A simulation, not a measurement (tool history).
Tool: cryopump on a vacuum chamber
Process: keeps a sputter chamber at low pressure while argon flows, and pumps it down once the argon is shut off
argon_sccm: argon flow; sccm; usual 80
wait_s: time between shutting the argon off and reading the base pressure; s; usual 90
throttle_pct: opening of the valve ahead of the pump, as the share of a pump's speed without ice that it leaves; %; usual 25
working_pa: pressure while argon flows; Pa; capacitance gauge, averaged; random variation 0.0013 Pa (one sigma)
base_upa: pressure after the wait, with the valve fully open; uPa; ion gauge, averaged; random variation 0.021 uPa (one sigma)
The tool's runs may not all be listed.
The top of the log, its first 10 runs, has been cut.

run	hour	argon_sccm	wait_s	throttle_pct	hours of work since the pump was warmed up and emptied	hours of work since the cold head was overhauled	hours of work since the chamber's fittings were tightened	working_pa	base_upa
11	559	80	90	38	60	1302	1496	0.2088	1.44
12	616.7	80	90	38	84	1326	1520	0.2104	1.48
13	684.7	80	51	25	113	1355	1548	0.3189	1.77
14	724	80	90	25	129	1371	1565	0.3191	1.49
15	798.3	80	163	25	161	1402	1596	0.3213	1.44
16	843.3	80	90	25	180	1421	1615	0.3203	1.63
17	883.1	67	90	39	196	1438	1632	0.1767	1.61
18	934.6	67	90	39	218	1460	1654	0.1768	1.61
19	970.8	80	22	29	233	1475	1669	0.2805	2.69
20	1017.8	80	171	46	253	1495	1689	0.1825	1.52
21	1057.2	116	37	25	270	1511	1705	0.4728	2.22
22	1106.8	116	37	50	290	1532	1726	0.2499	2.34
23	1160.6	91	42	26	313	1555	1749	0.3602	2.15
24	1240.1	91	42	35	347	1588	1782	0.2755	2.17
25	1305.7	56	93	32	374	1616	1810	0.1869	1.86
26	1359.1	56	93	32	397	1638	1832	0.1881	1.92
# hour 1368: pump warmed up, emptied and cooled again
27	1420.8	56	93	32	22	1662	1856	0.1732	1.65
28	1474.4	56	93	32	45	1685	1879	0.1722	1.68
29	1544.1	40	129	16	74	1714	1908	0.2436	1.62
30	1580.1	40	129	16	89	1729	1923	0.246	1.66
31	1640.8	43	68	25	115	1755	1949	0.1704	1.87
32	1688.5	39	48	21	135	1775	1969	0.1859	2.07

Predict each of these 5 candidate next runs independently; none follows another, all start after run 32:
A	1761.9	80	188	25	166	1806	2000	?	?
B	1761.9	68	53	25	166	1806	2000	?	?
C	1761.9	80	42	25	166	1806	2000	?	?
D	1761.9	39	269	21	166	1806	2000	?	?
E	1761.9	69	48	21	166	1806	2000	?	?

run	working_pa	base_upa
A	0.3226	1.7
B	0.2718	2.08
C	0.321	2.26
D	0.1859	1.59
E	0.3268	2.18
Without the tool's unlogged condition, the same runs would have read:
run	working_pa	base_upa
A	0.3129	0.35
B	0.2637	0.74
C	0.3114	0.91
D	0.1812	0.28
E	0.3185	0.84

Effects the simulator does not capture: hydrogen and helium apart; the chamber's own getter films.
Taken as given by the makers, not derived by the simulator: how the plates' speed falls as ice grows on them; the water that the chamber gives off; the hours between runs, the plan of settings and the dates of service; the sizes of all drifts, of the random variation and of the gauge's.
